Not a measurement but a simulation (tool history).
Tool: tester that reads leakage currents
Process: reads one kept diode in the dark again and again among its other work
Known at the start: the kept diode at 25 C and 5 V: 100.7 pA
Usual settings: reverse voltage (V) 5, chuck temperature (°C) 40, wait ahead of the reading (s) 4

| run | hour | reverse voltage (V) | chuck temperature (°C) | wait ahead of the reading (s) | current that the tester gives (pA) |
|---|---|---|---|---|---|
| 1 | 0 | 5 | 40 | 4 | 308.99 |
|  | 47.6 | chuck's temperature calibrated |
| 2 | 67.2 | 5 | 40 | 4 | 289.35 |
| 3 | 156.5 | 5 | 40 | 4 | 288.51 |
| 4 | 228.1 | 5 | 40 | 4 | 286.38 |
| 5 | 268.7 | 5 | 40 | 4 | 286.6 |
| 6 | 339.9 | 5 | 40 | 4 | 286.21 |
| 7 | 377.6 | 5 | 40 | 4 | 286.13 |
| 8 | 434.5 | 5 | 53 | 4 | 737.9 |
|  | 445 | chuck's temperature calibrated, once more |
| 9 | 490.5 | 5 | 53 | 4 | 874.33 |
| 10 | 546.6 | 5 | 40 | 4 | 342.15 |
| 11 | 611 | 12.66 | 40 | 4 | 535.02 |
| 12 | 702.8 | 12.66 | 47 | 2.86 | 887.09 |
| 13 | 768.8 | 12.66 | 47 | 2.86 | 890.33 |
| 14 | 849.3 | 12.66 | 47 | 2.86 | 885.52 |
| 15 | 887.2 | 12.66 | 47 | 2.86 | 886.73 |
| 16 | 956.5 | 5 | 21 | 6.89 | 78.91 |
|  | 967.1 | probe card cleaned and baked |
| 17 | 1010.6 | 2 | 40 | 4 | 213.85 |
| 18 | 1071.9 | 6.55 | 40 | 1.64 | 375.49 |
| 19 | 1152 | 13.16 | 38 | 9.6 | 442.98 |
| 20 | 1229.4 | 18.78 | 40 | 4 | 610.41 |
| 21 | 1295.6 | 14.96 | 40 | 4 | 547.72 |
| 22 | 1388.8 | 1.83 | 49 | 1.65 | 393.94 |

Forecast each of these 5 alternatives for the next run:
| A | 1440.7 | 7.33 | 20 | 1.65 | ? |
| B | 1440.7 | 3.78 | 21 | 4 | ? |
| C | 1440.7 | 11.37 | 40 | 4 | ? |
| D | 1440.7 | 1.83 | 34 | 1.45 | ? |
| E | 1440.7 | 6.07 | 43 | 4 | ? |

| run | current that the tester gives (pA) |
|---|---|
| A | 78.26 |
| B | 61.77 |
| C | 477.56 |
| D | 126.98 |
| E | 446.64 |
Without the tool's hidden state the same runs would have given:
| run | current that the tester gives (pA) |
|---|---|
| A | 79.65 |
| B | 63.22 |
| C | 489.44 |
| D | 130.54 |
| E | 458.21 |
